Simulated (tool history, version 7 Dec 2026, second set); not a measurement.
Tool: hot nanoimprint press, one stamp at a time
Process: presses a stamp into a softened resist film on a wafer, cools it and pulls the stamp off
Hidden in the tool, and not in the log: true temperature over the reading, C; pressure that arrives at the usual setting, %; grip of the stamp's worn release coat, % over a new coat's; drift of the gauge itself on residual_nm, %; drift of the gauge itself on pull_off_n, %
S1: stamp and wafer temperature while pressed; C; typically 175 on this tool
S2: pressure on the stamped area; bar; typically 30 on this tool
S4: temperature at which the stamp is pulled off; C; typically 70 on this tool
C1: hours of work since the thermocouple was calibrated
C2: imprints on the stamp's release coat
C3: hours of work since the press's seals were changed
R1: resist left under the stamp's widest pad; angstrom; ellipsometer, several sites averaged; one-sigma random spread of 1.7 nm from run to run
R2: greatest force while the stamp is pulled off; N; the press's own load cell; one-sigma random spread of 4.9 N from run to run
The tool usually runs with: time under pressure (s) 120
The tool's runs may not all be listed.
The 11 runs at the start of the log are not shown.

Run 12, hour 406.2: usual settings; C1 384; C2 1732; C3 384. Result: R1 2920 angstrom, R2 362 N.
Run 13, hour 455.3: usual settings; C1 422; C2 1872; C3 422. Result: R1 2899 angstrom, R2 382 N.
At hour 471.2: stamp cleaned and given a new release coat.
Run 14, hour 507.6: usual settings; C1 458; C2 104; C3 458. Result: R1 2946 angstrom, R2 262 N.
Run 15, hour 531.2: usual settings but time under pressure (s) 180; C1 476; C2 171; C3 476. Result: R1 2565 angstrom, R2 259 N.
Run 16, hour 586.4: usual settings but S1 183 C, time under pressure (s) 144; C1 518; C2 329; C3 518. Result: R1 2046 angstrom, R2 276 N.
At hour 611.4: plate thermocouple calibrated.
Run 17, hour 636.8: usual settings but time under pressure (s) 191; C1 20; C2 465; C3 555. Result: R1 2767 angstrom, R2 300 N.
Run 18, hour 670.9: usual settings but time under pressure (s) 191; C1 46; C2 562; C3 581. Result: R1 2732 angstrom, R2 317 N.
Run 19, hour 694.3: usual settings but time under pressure (s) 191; C1 64; C2 629; C3 599. Result: R1 2772 angstrom, R2 327 N.
Run 20, hour 724.8: usual settings but time under pressure (s) 97; C1 87; C2 716; C3 623. Result: R1 3407 angstrom, R2 322 N.

Expected results for the next run?
Run 21, hour 754.2: usual settings but time under pressure (s) 97; C1 110; C2 800; C3 645. Result: R1 ?, R2 ?.

R1: 3402 angstrom
R2: 327 N
The same run, on a tool lacking any hidden state, would have yielded R1 2861 angstrom, R2 236 N.

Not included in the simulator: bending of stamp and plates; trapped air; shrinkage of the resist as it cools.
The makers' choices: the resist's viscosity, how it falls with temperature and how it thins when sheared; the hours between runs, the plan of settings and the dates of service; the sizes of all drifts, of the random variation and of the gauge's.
